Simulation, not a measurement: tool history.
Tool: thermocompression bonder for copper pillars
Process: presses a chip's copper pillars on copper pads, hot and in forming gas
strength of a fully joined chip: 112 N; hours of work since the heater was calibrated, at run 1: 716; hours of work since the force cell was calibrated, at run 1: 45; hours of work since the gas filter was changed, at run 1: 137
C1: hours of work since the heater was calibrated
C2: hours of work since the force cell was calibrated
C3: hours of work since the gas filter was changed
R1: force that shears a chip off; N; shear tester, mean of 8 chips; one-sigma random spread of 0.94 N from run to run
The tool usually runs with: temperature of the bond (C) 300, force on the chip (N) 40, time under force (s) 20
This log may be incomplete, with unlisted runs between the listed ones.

Run 1, hour 0.0: usual settings; C1 716; C2 45; C3 137. Result: R1 74.8 N.
Run 2, hour 11.9: usual settings but time under force (s) 10; C1 723; C2 53; C3 144. Result: R1 59.5 N.
Run 3, hour 29.8: usual settings but time under force (s) 12; C1 735; C2 64; C3 155. Result: R1 63.8 N.
Run 4, hour 45.5: usual settings but time under force (s) 12; C1 744; C2 74; C3 165. Result: R1 62.9 N.
Run 5, hour 57.9: usual settings but time under force (s) 12; C1 752; C2 81; C3 173. Result: R1 64.2 N.
Run 6, hour 67.7: usual settings but time under force (s) 12; C1 758; C2 87; C3 179. Result: R1 61.2 N.
Run 7, hour 82.9: usual settings but time under force (s) 12; C1 767; C2 97; C3 188. Result: R1 63.2 N.
Run 8, hour 92.1: usual settings; C1 773; C2 102; C3 194. Result: R1 75.2 N.
Run 9, hour 110.2: usual settings but force on the chip (N) 30; C1 784; C2 114; C3 205. Result: R1 57.5 N.
Run 10, hour 126.5: usual settings; C1 794; C2 124; C3 215. Result: R1 72.4 N.
Run 11, hour 134.9: usual settings but force on the chip (N) 52; C1 800; C2 129; C3 220. Result: R1 85.0 N.
At hour 138.1: force cell calibrated.
Run 12, hour 148.3: usual settings but force on the chip (N) 52; C1 807; C2 6; C3 228. Result: R1 83.4 N.
Run 13, hour 163.0: usual settings; C1 816; C2 15; C3 237. Result: R1 71.8 N.
Run 14, hour 178.7: usual settings; C1 826; C2 25; C3 247. Result: R1 70.0 N.
At hour 187.9: force cell calibrated, once more.
Run 15, hour 197.5: usual settings; C1 837; C2 6; C3 257. Result: R1 70.8 N.
Run 16, hour 209.3: usual settings; C1 844; C2 13; C3 265. Result: R1 72.0 N.
Run 17, hour 217.3: usual settings; C1 849; C2 18; C3 270. Result: R1 72.2 N.
Run 18, hour 226.5: usual settings but temperature of the bond (C) 288; C1 854; C2 24; C3 275. Result: R1 65.3 N.
Run 19, hour 242.4: usual settings but temperature of the bond (C) 326, force on the chip (N) 47, time under force (s) 30; C1 864; C2 34; C3 285. Result: R1 96.7 N.

Estimate the outcome of run 20 from the log above:
At hour 260.9: heater calibrated with a thermocouple chip.
Run 20, hour 260.9: usual settings but temperature of the bond (C) 275, force on the chip (N) 45, time under force (s) 30; C1 0; C2 44; C3 295. Result: R1 ?.

{"run 20": {"R1": 77.9}}
Minus the tool's unlogged condition, the same run would have read R1 81.0 N.
